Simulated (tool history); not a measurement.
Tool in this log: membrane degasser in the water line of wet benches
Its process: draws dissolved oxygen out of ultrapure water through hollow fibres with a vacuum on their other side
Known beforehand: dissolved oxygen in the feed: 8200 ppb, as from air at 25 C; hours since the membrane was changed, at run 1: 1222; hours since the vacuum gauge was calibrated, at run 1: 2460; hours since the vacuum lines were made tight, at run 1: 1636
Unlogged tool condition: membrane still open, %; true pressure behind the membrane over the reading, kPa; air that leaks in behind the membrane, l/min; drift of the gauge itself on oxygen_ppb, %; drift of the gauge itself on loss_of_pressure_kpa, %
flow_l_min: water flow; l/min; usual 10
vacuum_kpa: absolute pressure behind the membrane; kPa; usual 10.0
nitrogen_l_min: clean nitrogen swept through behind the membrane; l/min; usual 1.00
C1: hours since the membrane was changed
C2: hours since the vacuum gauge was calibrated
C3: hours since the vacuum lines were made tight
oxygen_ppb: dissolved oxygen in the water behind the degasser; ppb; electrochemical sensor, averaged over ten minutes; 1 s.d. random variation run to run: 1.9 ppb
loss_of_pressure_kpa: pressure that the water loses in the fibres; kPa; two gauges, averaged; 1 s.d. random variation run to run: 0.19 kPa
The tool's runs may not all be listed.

Run 1, hour 0.0: usual settings; C1 1222; C2 2460; C3 1636. Result: oxygen_ppb 190.9 ppb, loss_of_pressure_kpa 40.66 kPa.
Run 2, hour 132.3: usual settings; C1 1354; C2 2593; C3 1769. Result: oxygen_ppb 191.7 ppb, loss_of_pressure_kpa 40.44 kPa.
Run 3, hour 331.8: usual settings; C1 1554; C2 2792; C3 1968. Result: oxygen_ppb 194.9 ppb, loss_of_pressure_kpa 40.36 kPa.
Run 4, hour 470.1: usual settings; C1 1692; C2 2930; C3 2106. Result: oxygen_ppb 201.5 ppb, loss_of_pressure_kpa 40.79 kPa.
Run 5, hour 600.0: usual settings but vacuum_kpa 11.1 kPa; C1 1822; C2 3060; C3 2236. Result: oxygen_ppb 220.4 ppb, loss_of_pressure_kpa 40.70 kPa.
Run 6, hour 766.6: usual settings but vacuum_kpa 11.1 kPa; C1 1989; C2 3227; C3 2403. Result: oxygen_ppb 221.0 ppb, loss_of_pressure_kpa 40.89 kPa.
Run 7, hour 1062.0: usual settings; C1 2284; C2 3522; C3 2698. Result: oxygen_ppb 200.2 ppb, loss_of_pressure_kpa 41.01 kPa.
Run 8, hour 1232.0: usual settings; C1 2454; C2 3692; C3 2868. Result: oxygen_ppb 200.8 ppb, loss_of_pressure_kpa 41.16 kPa.
Run 9, hour 1431.2: usual settings; C1 2653; C2 3891; C3 3067. Result: oxygen_ppb 200.8 ppb, loss_of_pressure_kpa 41.28 kPa.
Run 10, hour 1703.9: usual settings; C1 2926; C2 4164; C3 3340. Result: oxygen_ppb 202.2 ppb, loss_of_pressure_kpa 41.48 kPa.
Run 11, hour 1883.9: usual settings but nitrogen_l_min 1.23 l/min; C1 3106; C2 4344; C3 3520. Result: oxygen_ppb 173.4 ppb, loss_of_pressure_kpa 41.76 kPa.
At hour 2130.4: seals of the vacuum lines changed.
Run 12, hour 2149.0: usual settings but nitrogen_l_min 1.34 l/min; C1 3369; C2 4607; C3 19. Result: oxygen_ppb 164.8 ppb, loss_of_pressure_kpa 41.77 kPa.
Run 13, hour 2380.0: usual settings; C1 3600; C2 4838; C3 250. Result: oxygen_ppb 199.6 ppb, loss_of_pressure_kpa 42.20 kPa.
Run 14, hour 2584.4: usual settings; C1 3805; C2 5043; C3 454. Result: oxygen_ppb 199.8 ppb, loss_of_pressure_kpa 42.13 kPa.
Run 15, hour 2798.1: usual settings but nitrogen_l_min 2.20 l/min; C1 4018; C2 5256; C3 668. Result: oxygen_ppb 117.3 ppb, loss_of_pressure_kpa 42.27 kPa.
Run 16, hour 3057.7: usual settings but nitrogen_l_min 2.20 l/min; C1 4278; C2 5516; C3 927. Result: oxygen_ppb 117.5 ppb, loss_of_pressure_kpa 42.48 kPa.
Run 17, hour 3260.5: usual settings but flow_l_min 6 l/min, vacuum_kpa 6.3 kPa, nitrogen_l_min 1.04 l/min; C1 4481; C2 5719; C3 1130. Result: oxygen_ppb 59.6 ppb, loss_of_pressure_kpa 25.26 kPa.
Run 18, hour 3403.3: usual settings but vacuum_kpa 15.4 kPa; C1 4623; C2 5862; C3 1273. Result: oxygen_ppb 334.4 ppb, loss_of_pressure_kpa 42.68 kPa.
Run 19, hour 3700.5: usual settings but flow_l_min 7 l/min, vacuum_kpa 15.4 kPa, nitrogen_l_min 2.36 l/min; C1 4921; C2 6159; C3 1570. Result: oxygen_ppb 105.8 ppb, loss_of_pressure_kpa 29.83 kPa.
Run 20, hour 3892.1: usual settings but flow_l_min 7 l/min, vacuum_kpa 15.4 kPa, nitrogen_l_min 2.36 l/min; C1 5112; C2 6350; C3 1762. Result: oxygen_ppb 108.1 ppb, loss_of_pressure_kpa 30.42 kPa.
Run 21, hour 4019.8: usual settings but flow_l_min 11 l/min, vacuum_kpa 23.5 kPa, nitrogen_l_min 2.71 l/min; C1 5240; C2 6478; C3 1889. Result: oxygen_ppb 259.5 ppb, loss_of_pressure_kpa 47.39 kPa.
Run 22, hour 4287.9: usual settings but flow_l_min 13 l/min, vacuum_kpa 12.0 kPa, nitrogen_l_min 0.82 l/min; C1 5508; C2 6746; C3 2158. Result: oxygen_ppb 411.8 ppb, loss_of_pressure_kpa 56.46 kPa.
Run 23, hour 4415.6: usual settings but flow_l_min 13 l/min, vacuum_kpa 12.0 kPa, nitrogen_l_min 0.84 l/min; C1 5636; C2 6874; C3 2285. Result: oxygen_ppb 400.1 ppb, loss_of_pressure_kpa 56.69 kPa.
At hour 4548.5: vacuum gauge calibrated.
Run 24, hour 4548.5: usual settings but flow_l_min 13 l/min, vacuum_kpa 12.0 kPa, nitrogen_l_min 0.84 l/min; C1 5768; C2 0; C3 2418. Result: oxygen_ppb 384.2 ppb, loss_of_pressure_kpa 55.98 kPa.

Predict the results of run 25:
Run 25, hour 4819.1: usual settings but vacuum_kpa 8.3 kPa, nitrogen_l_min 2.78 l/min; C1 6039; C2 271; C3 2688. Result: oxygen_ppb ?, loss_of_pressure_kpa ?.

For run 25 the tool returned oxygen_ppb 87.4 ppb, loss_of_pressure_kpa 43.60 kPa.
Without the tool's hidden state the same run would have given oxygen_ppb 70.2 ppb, loss_of_pressure_kpa 39.83 kPa.

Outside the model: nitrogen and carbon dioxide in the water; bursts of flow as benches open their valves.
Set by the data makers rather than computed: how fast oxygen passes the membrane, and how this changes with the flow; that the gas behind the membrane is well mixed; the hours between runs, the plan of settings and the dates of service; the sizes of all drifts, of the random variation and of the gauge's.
